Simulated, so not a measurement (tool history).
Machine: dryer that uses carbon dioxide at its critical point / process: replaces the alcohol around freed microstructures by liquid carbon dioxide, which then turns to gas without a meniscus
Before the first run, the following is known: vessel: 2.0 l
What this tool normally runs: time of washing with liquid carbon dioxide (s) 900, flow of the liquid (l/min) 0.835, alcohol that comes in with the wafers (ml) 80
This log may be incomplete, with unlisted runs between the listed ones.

run,day,time of washing with liquid carbon dioxide (s),flow of the liquid (l/min),alcohol that comes in with the wafers (ml),alcohol left in the vessel before it's heated (ppm by volume)
1,0,900,0.835,80,297
2,1.275,900,0.835,80,304
3,2.871,840,0.835,80,442
4,5.021,840,0.835,80,470
5,6.45,840,0.835,80,473
6,7.517,900,0.835,80,373
7,8.921,900,0.835,80,381
8,11.008,900,0.835,80,418
9,12.083,900,0.835,80,426
10,14.475,1140,0.835,80,105
11,16.45,1140,0.835,80,103
12,17.579,1140,0.835,80,123
13,19.721,1140,0.835,26,69
14,21.275,1140,0.835,26,68
15,23.746,1140,0.835,26,70
16,25.829,1140,0.835,26,74
17,28.304,1140,0.835,26,85
18,29.6,900,0.835,80,443
19,31.775,900,0.835,80,478
20,33.046,900,0.835,80,480
21,35.412,900,0.835,80,313
22,36.846,900,0.835,61,266
23,38.204,900,0.835,80,345
24,39.958,900,0.835,80,352
25,41.508,900,1.231,91,112
26,43.875,900,1.231,91,105
27,45.125,720,0.611,75,2426
28,47.183,900,0.841,21,169
29,48.925,780,0.835,84,807
30,49.942,900,0.895,80,366
31,51.025,900,1.313,80,109
32,52.488,900,0.533,80,2245
33,53.717,660,0.558,76,4177
34,55.275,720,0.835,102,976
35,57.142,720,0.835,102,1034
36,59.242,720,1.106,75,306
37,60.988,900,1.106,84,165
38,63.438,1260,0.514,34,349
39,65.208,540,1.231,36,357
40,67.567,1260,0.668,36,185
41,69.979,1260,0.668,36,202
42,72.075,1200,0.668,35,226
43,73.912,600,0.835,56,1455
44,76.217,780,0.612,35,834
45,77.858,900,0.574,23,480
46,80.125,660,1.159,80,373
47,81.908,840,1.357,56,134

The log once held 4 entries between its listed runs, left out of this copy. Where does each go, and what is different about the tool's unlogged condition between the listed run before it and the listed run after it?
In the gap between runs 9 and 10: inlet filter changed (day 14.475)
  flow that reaches the vessel past the clogged filter, %: 90.9 -> 99.2; alcohol in the recycled carbon dioxide, ppm: 30.2 -> 33.1
  the result without the hidden state subtracted from the measured one, alcohol left in the vessel before it's heated (ppm by volume): +168 -> +31
In the gap between runs 20 and 21: inlet filter changed (day 34.683)
  flow that reaches the vessel past the clogged filter, %: 89 -> 99.6; alcohol in the recycled carbon dioxide, ppm: 56 -> 58.9
  the result without the hidden state subtracted from the measured one, alcohol left in the vessel before it's heated (ppm by volume): +233 -> +59
In the gap between runs 33 and 34: inlet filter changed (day 54.908)
  flow that reaches the vessel past the clogged filter, %: 89.1 -> 99.2; alcohol in the recycled carbon dioxide, ppm: 81.8 -> 83.6
  the result without the hidden state subtracted from the measured one, alcohol left in the vessel before it's heated (ppm by volume): +1051 -> +105
In the gap between runs 43 and 44: inlet filter changed (day 75.062)
  flow that reaches the vessel past the clogged filter, %: 89.2 -> 99.2; alcohol in the recycled carbon dioxide, ppm: 106.6 -> 109.4
  the result without the hidden state subtracted from the measured one, alcohol left in the vessel before it's heated (ppm by volume): +514 -> +124

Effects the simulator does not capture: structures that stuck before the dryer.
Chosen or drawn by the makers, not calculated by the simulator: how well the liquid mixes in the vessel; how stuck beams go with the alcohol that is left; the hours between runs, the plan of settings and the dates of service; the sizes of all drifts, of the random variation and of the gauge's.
